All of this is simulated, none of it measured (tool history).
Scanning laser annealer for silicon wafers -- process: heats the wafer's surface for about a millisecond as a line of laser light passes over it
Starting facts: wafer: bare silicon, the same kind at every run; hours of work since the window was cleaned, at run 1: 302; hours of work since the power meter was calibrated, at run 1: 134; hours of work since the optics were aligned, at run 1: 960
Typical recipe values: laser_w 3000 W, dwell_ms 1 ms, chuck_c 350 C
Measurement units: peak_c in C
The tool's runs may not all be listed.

run   hour  laser_w  dwell_ms  chuck_c  hours of work since the window was cleaned  hours of work since the power meter was calibrated  hours of work since the optics were aligned  peak_c
  1      0     3000         1      350                                         302                                                 134                                          960    1158
  2    9.1     3000         1      350                                         306                                                 137                                          964    1160
  3   15.7     3000         1      350                                         309                                                 140                                          966    1159
  4   24.7     3000         1      350                                         313                                                 144                                          970    1156
  5   35.7     3000         1      350                                         317                                                 148                                          975    1158
  6   43.4     2771         1      350                                         320                                                 152                                          978    1087
  7   50.6     3000         1      325                                         323                                                 155                                          981    1130
  8   62.1     3000         1      325                                         328                                                 159                                          986    1131
  9   70.2     3000         1      325                                         332                                                 163                                          989    1128
 10   78.3     3000         1      325                                         335                                                 166                                          992    1130
 11   87.1     3000         1      350                                         338                                                 170                                          996    1156
      92.8  -- optics aligned, line set to its width
 12  103.6     3000         1      358                                         343                                                 174                                            4    1158
 13  111.6     3267         1      350                                         347                                                 178                                            8    1234
 14  118.3     3000         1      331                                         349                                                 180                                           11    1136
 15  130.2     2702         1      331                                         354                                                 185                                           15    1040
 16  139.1     2639      1.04      360                                         358                                                 189                                           19    1063
 17  149.9     3103      0.89      359                                         362                                                 194                                           24    1140
     157.8  -- optics aligned, line set to its width, once more
 18  165.5     3000      1.16      350                                         367                                                 198                                            3    1232
 19  170.9     2571      0.77      313                                         369                                                 200                                            5     902
 20  180.7     3039      0.71      350                                         373                                                 204                                            9    1030
 21  190.4     2857       1.2      347                                         377                                                 208                                           13    1194
 22  198.2     3225      1.09      370                                         380                                                 211                                           17    1292
 23  204.2     2995      0.89      374                                         383                                                 214                                           19    1132
 24  212.7     2995      0.89      374                                         386                                                 217                                           23    1134
 25  222.1     2802      0.91      324                                         390                                                 221                                           27    1032
 26  232.1     3151      1.02      324                                         394                                                 225                                           31    1191
 27  239.7     3151      1.02      324                                         397                                                 229                                           34    1191
 28  248.3     3151      1.02      324                                         401                                                 232                                           37    1186

A few steps of peak_c between consecutive runs. Split each: what settings, incoming material and random variation would produce without the hidden state, and what is left over for the hidden state, along with gauge scatter present in only one of the two compared results (measured, and without hidden state):
The tool's hidden condition here consists of: light that passes the window, % of a clean one's; laser's true power over the reading, %; width of the line over the set one, %; drift of the gauge itself on peak_c, C.
Run 17 -> 18: laser_w 3103 -> 3000, dwell_ms 0.89 -> 1.16, chuck_c 359 -> 350, optics aligned, line set to its width, once more. peak_c +92 C: hidden state +8, all else +84.
Run 18 -> 19: laser_w 3000 -> 2571, dwell_ms 1.16 -> 0.77, chuck_c 350 -> 313. peak_c -330 C: hidden state +12, all else -342.
Run 20 -> 21: laser_w 3039 -> 2857, dwell_ms 0.71 -> 1.2, chuck_c 350 -> 347. peak_c +164 C: hidden state -8, all else +172.
